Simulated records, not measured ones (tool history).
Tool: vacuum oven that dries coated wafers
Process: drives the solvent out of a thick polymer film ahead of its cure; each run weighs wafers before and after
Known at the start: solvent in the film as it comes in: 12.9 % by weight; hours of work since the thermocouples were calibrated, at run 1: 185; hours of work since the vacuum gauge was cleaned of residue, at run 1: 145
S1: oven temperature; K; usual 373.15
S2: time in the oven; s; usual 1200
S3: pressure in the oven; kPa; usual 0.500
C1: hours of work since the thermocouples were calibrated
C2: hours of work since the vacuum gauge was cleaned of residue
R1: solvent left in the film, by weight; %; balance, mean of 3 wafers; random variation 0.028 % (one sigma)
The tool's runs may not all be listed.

run   hour      S1    S2     S3   C1   C2    R1
  1    0.0  373.15  1200  0.500  185  145  2.26
  2    6.7  373.15  1200  0.500  191  150  2.26
  3   13.1  373.15  1980  0.500  196  156  1.21
  4   23.1  373.15  1980  0.500  204  163  1.20
  5   28.4  373.15  1200  0.500  208  168  2.25
  6   34.2  373.15  1200  0.500  212  172  2.25
  7   41.9  373.15  1200  0.500  218  178  2.29
  8   50.9  373.15  1200  0.500  225  185  2.26
  9   56.1  373.15  1200  0.500  230  189  2.26
 10   68.0  373.15  1200  0.500  239  199  2.25
 11   76.9  373.15  1200  0.500  246  206  2.21
 12   82.1  373.15   600  0.490  250  210  4.55
 13   88.5  379.15   720  0.386  255  215  2.25
 14  100.1  387.15  1560  0.831  264  224  0.77
 15  110.0  387.15  1560  0.853  272  232  0.75
 16  115.2  387.15  1560  0.853  276  236  0.79
 17  122.9  382.15  1080  0.748  282  242  1.24
 18  131.3  382.15  1080  0.374  289  249  0.83
 19  141.2  375.15  1200  0.814  297  257  2.17

Forecast each of these 4 alternatives for the next run:
  A  147.2  367.15  1260  1.084  302  261   ?
  B  147.2  361.15   660  0.651  302  261   ?
  C  147.2  367.15  1200  0.814  302  261   ?
  D  147.2  370.15  1500  0.524  302  261   ?

run    R1
  A  4.30
  B  7.43
  C  4.08
  D  2.28
Without the tool's hidden state the same runs would have given:
run    R1
  A  4.41
  B  7.51
  C  4.18
  D  2.35
